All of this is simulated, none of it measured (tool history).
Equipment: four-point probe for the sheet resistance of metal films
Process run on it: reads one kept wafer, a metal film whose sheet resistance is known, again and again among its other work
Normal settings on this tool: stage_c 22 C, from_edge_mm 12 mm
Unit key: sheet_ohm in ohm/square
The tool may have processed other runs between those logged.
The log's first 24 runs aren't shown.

run	hour	stage_c	from_edge_mm	touches since the probe head was changed	hours of work since the stage's thermometer was calibrated	sheet_ohm
25	294.2	22	26	25975	24	9.725843
# hour 304.8: stage's thermometer calibrated, once more
26	305.7	34	62	26297	0	9.816408
27	320.3	32	32	26727	7	9.805049
28	332.9	26	20	27098	13	9.770731
29	340.4	26	20	27317	17	9.769772
30	351	25	4	27629	22	10.242351
31	366.7	25	4	28091	29	10.237843
32	374.7	19	32	28325	33	9.701928
33	383.1	19	32	28573	37	9.698074
34	392.4	34	26	28846	41	9.827909
35	405.2	24	45	29221	47	9.736802
36	421.9	24	45	29713	55	9.734354
37	429.3	26	12	29931	58	9.806026
38	440.5	20	75	30260	63	9.702928
39	447.7	19	30	30471	67	9.701214
40	460.8	19	30	30855	73	9.70224
41	469.7	22	51	31115	77	9.718052
42	478	20	16	31361	81	9.735724
43	491.8	20	11	31766	87	9.766906
44	505.3	22	28	32163	94	9.727963

What if the next run were any one of these 4? Each begins from the tool's condition after run 44:
A	517.6	34	37	32525	100	?
B	517.6	28	12	32525	100	?
C	517.6	27	7	32525	100	?
D	517.6	30	4	32525	100	?

run	sheet_ohm
A	9.823822
B	9.828518
C	9.930857
D	10.285331
Take away the tool's hidden state, keep each run's random variation, and the runs would have read:
run	sheet_ohm
A	9.831877
B	9.836573
C	9.938989
D	10.293729
